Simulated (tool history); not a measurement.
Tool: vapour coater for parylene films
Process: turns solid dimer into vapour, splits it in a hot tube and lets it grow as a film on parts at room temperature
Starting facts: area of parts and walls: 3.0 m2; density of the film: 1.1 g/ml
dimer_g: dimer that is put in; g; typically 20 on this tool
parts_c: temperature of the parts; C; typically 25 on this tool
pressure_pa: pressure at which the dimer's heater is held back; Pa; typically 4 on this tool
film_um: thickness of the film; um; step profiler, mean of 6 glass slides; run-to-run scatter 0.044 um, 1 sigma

run	hour	dimer_g	parts_c	pressure_pa	film_um
1	0	20	25	4	4.43
# hour 48.6: trap's valve overhauled
2	63.5	20	25	6	4.66
3	113.7	20	25	6	4.55
4	157.9	20	29	6	3.7
5	222.4	20	25	4.39	4.64
6	258.9	20	25	4.39	4.53
7	339.7	20	25	4.39	4.4
8	412.1	20	25	4	4.42
9	478.4	20	31	4	3.21
# hour 505.6: trap's valve overhauled
10	525.4	20	25	10.13	4.26
11	600.9	20	25	4	4.62
12	650.1	12	25	4	2.73
13	692.2	20	25	4	4.54
14	759.2	20	25	4	4.37
15	812.9	20	25	4	4.43
# hour 820.3: table's thermometer calibrated
16	861.7	20	25	4	4.2
17	925.2	20	25	4	4.13
# hour 932.7: table's thermometer calibrated, once more
# hour 964.2: trap's valve overhauled
18	1010.8	20	25	4	4.81
19	1046.7	20	30	4	3.73
20	1117	20	23	4	5.19
21	1155.2	20	23	4	5.15
22	1200.4	20	23	4	4.99
23	1267.6	20	25	4	4.52
24	1328.8	20	25	3.03	4.63
25	1403.3	20	17	2.6	5.35
# hour 1424.3: trap's valve overhauled
26	1444.3	20	17	2.6	5.89
27	1494.3	20	17	2.6	5.71
28	1566.9	20	35	2.6	2.98
29	1624.3	34	35	2.6	4.96
30	1679.3	34	24	8.73	7.29
31	1720.3	35	25	7.09	7.3
32	1753.7	35	25	5.87	7.29
33	1833.8	35	25	5.87	7.12
34	1868.4	11	25	2.9	2.43
# hour 1885: trap's valve overhauled
35	1908.7	11	25	6.37	2.44
36	1977	36	25	3.73	8.44
37	2047.7	31	36	3.73	4.06
38	2119.1	23	17	5.11	6.51
39	2181.9	23	17	5.11	6.36
40	2257.5	16	35	2.53	2.15
# hour 2318.2: table's thermometer calibrated
41	2318.2	12	25	3.84	2.64
# hour 2341.8: trap's valve overhauled
42	2387.7	12	29	10.85	2.1
43	2464.5	11	25	5.93	2.49
44	2514.8	11	21	3.84	3.09
45	2549.3	20	25	4.31	4.58
46	2582.2	20	25	4.31	4.52
47	2614.9	10	21	10.97	2.42

Had the tool no unlogged condition, and each run kept its random variation, what would the results have been?
Hidden state at play: vapour lost through the trap's worn valve, %; true temperature of the parts over the reading, C; drift of the gauge itself on film_um, %.
run	film_um
1	4.94
2	4.74
3	4.7
4	3.87
5	4.93
6	4.86
7	4.84
8	4.95
9	3.68
10	4.42
11	4.89
12	2.94
13	4.94
14	4.84
15	4.97
16	4.93
17	4.95
18	4.89
19	3.83
20	5.44
21	5.45
22	5.36
23	4.94
24	5.15
25	5.92
26	5.92
27	5.8
28	3.18
29	5.37
30	8.02
31	8.12
32	8.19
33	8.18
34	2.82
35	2.58
36	9.1
37	4.47
38	6.87
39	6.81
40	2.51
41	2.94
42	2.15
43	2.59
44	3.24
45	4.9
46	4.88
47	2.63
